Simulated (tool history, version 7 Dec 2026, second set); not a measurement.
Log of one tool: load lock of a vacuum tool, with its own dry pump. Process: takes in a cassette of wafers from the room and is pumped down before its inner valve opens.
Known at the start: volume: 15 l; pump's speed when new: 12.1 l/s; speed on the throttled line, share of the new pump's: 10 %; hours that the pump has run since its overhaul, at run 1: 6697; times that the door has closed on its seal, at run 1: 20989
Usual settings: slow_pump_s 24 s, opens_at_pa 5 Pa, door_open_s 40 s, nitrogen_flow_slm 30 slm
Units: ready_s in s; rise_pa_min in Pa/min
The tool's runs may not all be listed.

run     day  slow_pump_s  opens_at_pa  door_open_s  nitrogen_flow_slm  hours that the pump has run since its overhaul  times that the door has closed on its seal  incoming humidity of the room's air, %  ready_s  rise_pa_min
  1   0.000           24            5           40                 30                                            6697                                       20989                                    45.4     34.7        0.117
  2   6.033           24            5           40                 30                                            6842                                       21583                                    43.1     34.9        0.123
  3   9.108           44            5           40                 30                                            6915                                       21885                                    47.5     52.3        0.128
  4  13.317           44            5           40                 30                                            7017                                       22300                                    45.5     52.8        0.125
  5  17.521           44            5           40                 30                                            7117                                       22713                                    44.9     52.6        0.134
  6  23.112           44            5           40                 30                                            7252                                       23264                                    45.1     53.1        0.131
  7  26.625           24            5           40                  6                                            7336                                       23609                                    44.6     34.9        0.155
  8  30.988           24            5           40                 30                                            7441                                       24039                                    48.2     35.0        0.144
  9  34.258           24            5           40                 30                                            7519                                       24361                                    44.2     34.8        0.136
 10  37.667           24            5           40                 42                                            7601                                       24696                                    44.9     35.0        0.129
 11  41.833           14            5           35                 42                                            7701                                       25106                                    42.9     25.9        0.136
 12  46.633           14            5           35                 42                                            7816                                       25578                                    44.8     25.8        0.138
 13  51.550           46            5          165                 38                                            7934                                       26063                                    47.0     55.4        0.176
 14  54.612           46            5          137                  8                                            8008                                       26364                                    45.5     54.7        0.197
 15  57.821           21           10           29                  9                                            8085                                       26680                                    45.9     31.3        0.162
 16  62.629           21           10           29                  9                                            8200                                       27153                                    45.0     31.4        0.165
 17  65.850           29            9           90                 33                                            8277                                       27470                                    46.2     38.7        0.173
 18  70.875           47            4           50                 33                                            8398                                       27965                                    45.0     56.2        0.166
 19  75.254           21            7           40                 30                                            8503                                       28396                                    46.0     31.6        0.169
 20  78.154           36            7          224                 30                                            8573                                       28681                                    43.5     45.6        0.209

Hidden state or all else? Some run-to-run changes of ready_s, split into what the settings, what came in and random variation would give without the hidden state, and what is left for the hidden state (with any gauge scatter that isn't in both results):
The hidden state here: pump's speed, % of a new pump's; leak at the door's seal, Pa l/s; drift of the gauge itself on ready_s, %; drift of the gauge itself on rise_pa_min, %.
Run 2 -> 3: slow_pump_s 24 -> 44. ready_s +17.4 s: hidden state -0.2, all else +17.6.
Run 12 -> 13: slow_pump_s 14 -> 46, door_open_s 35 -> 165, nitrogen_flow_slm 42 -> 38. ready_s +29.6 s: hidden state -0.3, all else +29.9.
Run 18 -> 19: slow_pump_s 47 -> 21, opens_at_pa 4 -> 7, door_open_s 50 -> 40, nitrogen_flow_slm 33 -> 30. ready_s -24.6 s: hidden state +0.2, all else -24.8.

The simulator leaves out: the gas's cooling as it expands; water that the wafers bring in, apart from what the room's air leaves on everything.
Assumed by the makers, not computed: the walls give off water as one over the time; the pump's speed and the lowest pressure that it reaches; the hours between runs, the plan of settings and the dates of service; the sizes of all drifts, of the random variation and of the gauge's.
